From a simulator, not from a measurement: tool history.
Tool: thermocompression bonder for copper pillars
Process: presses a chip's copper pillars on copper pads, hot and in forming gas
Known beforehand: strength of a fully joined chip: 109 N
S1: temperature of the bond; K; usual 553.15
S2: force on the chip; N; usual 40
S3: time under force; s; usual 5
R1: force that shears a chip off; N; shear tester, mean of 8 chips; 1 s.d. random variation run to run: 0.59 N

run	hour	S1	S2	S3	R1
1	0.0	553.15	40	5	43.4
2	6.3	553.15	40	5	43.8
3	19.6	553.15	40	5	43.1
4	31.0	553.15	40	5	43.0
5	42.8	553.15	40	5	43.7
6	53.5	561.15	40	5	47.6
7	63.6	553.15	40	5	43.4
8	75.4	553.15	40	5	42.5
9	85.9	553.15	40	5	42.4
10	94.8	553.15	27	5	29.6
11	105.1	553.15	27	5	30.0
12	118.2	553.15	27	5	28.8
# hour 123.9: forming gas filter changed
13	131.0	553.15	27	5	30.8
14	139.0	553.15	27	3	24.2
15	151.1	553.15	40	5	44.8
16	161.9	553.15	40	5	43.0
17	171.7	553.15	40	5	45.3
18	184.3	553.15	40	5	44.9
19	195.5	554.15	40	5	45.3
20	201.1	554.15	40	5	44.9
21	210.7	553.15	35	5	39.4
22	224.2	538.15	35	5	31.9
23	236.4	538.15	35	5	32.2
24	246.0	577.15	50	8	77.9
25	251.6	572.15	54	3	60.2
# hour 254.0: force cell calibrated
26	260.3	541.15	40	5	37.3
27	270.8	570.15	33	3	37.4
28	278.1	548.15	51	7	57.3
29	289.4	548.15	51	7	57.4
30	299.9	536.15	38	5	32.9
31	306.8	536.15	38	5	32.4
32	313.6	581.15	40	4	56.8
# hour 322.5: force cell calibrated, once more
33	325.0	548.15	48	13	66.1
34	332.6	544.15	59	9	67.0
35	339.7	553.15	40	4	41.3
36	349.8	553.15	33	5	36.6
37	357.3	526.15	28	6	22.7
38	369.0	526.15	28	6	23.1
39	382.1	567.15	36	14	67.5

Each row is a separate what-if for the run after 39, all from the same tool condition, not one after another. Results?
A	390.2	554.15	31	10	?
B	390.2	526.15	41	15	?
C	390.2	532.15	36	14	?

run	R1
A	46.8
B	48.0
C	45.1
With the hidden condition removed and each run's random variation left untouched, the same runs would have given:
run	R1
A	47.7
B	48.8
C	45.9
